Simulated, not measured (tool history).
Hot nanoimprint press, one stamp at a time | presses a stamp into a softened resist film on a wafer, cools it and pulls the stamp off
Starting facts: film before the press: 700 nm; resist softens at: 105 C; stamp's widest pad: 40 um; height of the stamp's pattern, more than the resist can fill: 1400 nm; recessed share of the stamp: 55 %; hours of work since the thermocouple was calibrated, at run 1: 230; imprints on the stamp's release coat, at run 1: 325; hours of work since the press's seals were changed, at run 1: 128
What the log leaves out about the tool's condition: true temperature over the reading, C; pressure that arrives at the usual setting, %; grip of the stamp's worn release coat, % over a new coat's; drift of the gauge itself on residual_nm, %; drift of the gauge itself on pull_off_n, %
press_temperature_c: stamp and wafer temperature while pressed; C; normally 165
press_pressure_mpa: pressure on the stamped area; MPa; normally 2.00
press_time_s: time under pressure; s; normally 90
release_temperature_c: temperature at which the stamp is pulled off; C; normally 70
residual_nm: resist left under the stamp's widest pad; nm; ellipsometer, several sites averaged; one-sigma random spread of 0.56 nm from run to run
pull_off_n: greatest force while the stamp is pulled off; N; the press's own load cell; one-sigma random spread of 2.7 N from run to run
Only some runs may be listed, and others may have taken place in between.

| run | hour | press_temperature_c | press_pressure_mpa | press_time_s | release_temperature_c | hours of work since the thermocouple was calibrated | imprints on the stamp's release coat | hours of work since the press's seals were changed | residual_nm | pull_off_n |
|---|---|---|---|---|---|---|---|---|---|---|
| 1 | 0.0 | 165 | 2.00 | 90 | 70 | 230 | 325 | 128 | 291.3 | 142 |
| 2 | 13.1 | 165 | 2.00 | 90 | 70 | 236 | 346 | 134 | 291.0 | 142 |
| 3 | 22.3 | 165 | 2.00 | 90 | 70 | 240 | 360 | 138 | 290.7 | 142 |
| 4 | 34.6 | 165 | 2.00 | 90 | 70 | 246 | 380 | 144 | 291.4 | 145 |
| 5 | 48.1 | 165 | 2.00 | 90 | 70 | 252 | 401 | 150 | 290.9 | 142 |
| 6 | 62.0 | 165 | 2.00 | 90 | 70 | 258 | 423 | 156 | 291.4 | 145 |
| 7 | 73.6 | 165 | 2.00 | 90 | 70 | 263 | 441 | 161 | 290.8 | 144 |
|  | 77.8 | plate thermocouple calibrated |
| 8 | 90.5 | 165 | 2.00 | 90 | 58 | 6 | 463 | 168 | 288.0 | 160 |
| 9 | 104.8 | 165 | 2.00 | 90 | 72 | 12 | 485 | 174 | 287.9 | 146 |
|  | 118.1 | plate thermocouple calibrated, once more |
| 10 | 121.4 | 165 | 2.00 | 90 | 72 | 2 | 507 | 180 | 298.4 | 145 |
| 11 | 133.1 | 158 | 2.00 | 57 | 72 | 7 | 525 | 185 | 448.1 | 141 |
| 12 | 140.1 | 165 | 2.00 | 48 | 73 | 10 | 536 | 189 | 365.8 | 146 |
| 13 | 151.7 | 165 | 2.00 | 90 | 58 | 15 | 554 | 194 | 297.6 | 162 |
| 14 | 159.1 | 171 | 2.00 | 90 | 70 | 18 | 566 | 197 | 235.0 | 150 |
| 15 | 172.8 | 161 | 1.65 | 90 | 56 | 25 | 588 | 203 | 385.1 | 165 |
| 16 | 186.0 | 161 | 1.65 | 90 | 56 | 30 | 608 | 209 | 385.5 | 166 |
| 17 | 199.6 | 161 | 1.65 | 90 | 56 | 37 | 630 | 215 | 385.4 | 171 |
| 18 | 212.3 | 165 | 2.20 | 90 | 64 | 42 | 650 | 221 | 282.9 | 159 |
| 19 | 220.1 | 169 | 1.27 | 70 | 63 | 46 | 662 | 225 | 353.5 | 154 |

4 ways to go on from here, each from the tool as it stands after run 19. What would each give?
| A | 227.5 | 167 | 1.65 | 70 | 59 | 49 | 674 | 228 | ? | ? |
| B | 227.5 | 165 | 2.52 | 50 | 70 | 49 | 674 | 228 | ? | ? |
| C | 227.5 | 165 | 1.75 | 90 | 70 | 49 | 674 | 228 | ? | ? |
| D | 227.5 | 173 | 2.00 | 90 | 70 | 49 | 674 | 228 | ? | ? |

| run | residual_nm | pull_off_n |
|---|---|---|
| A | 332.0 | 172 |
| B | 320.2 | 158 |
| C | 319.8 | 150 |
| D | 217.3 | 151 |
What these runs would have given with no unlogged condition in the tool:
| run | residual_nm | pull_off_n |
|---|---|---|
| A | 332.5 | 143 |
| B | 319.8 | 131 |
| C | 320.2 | 124 |
| D | 217.3 | 125 |

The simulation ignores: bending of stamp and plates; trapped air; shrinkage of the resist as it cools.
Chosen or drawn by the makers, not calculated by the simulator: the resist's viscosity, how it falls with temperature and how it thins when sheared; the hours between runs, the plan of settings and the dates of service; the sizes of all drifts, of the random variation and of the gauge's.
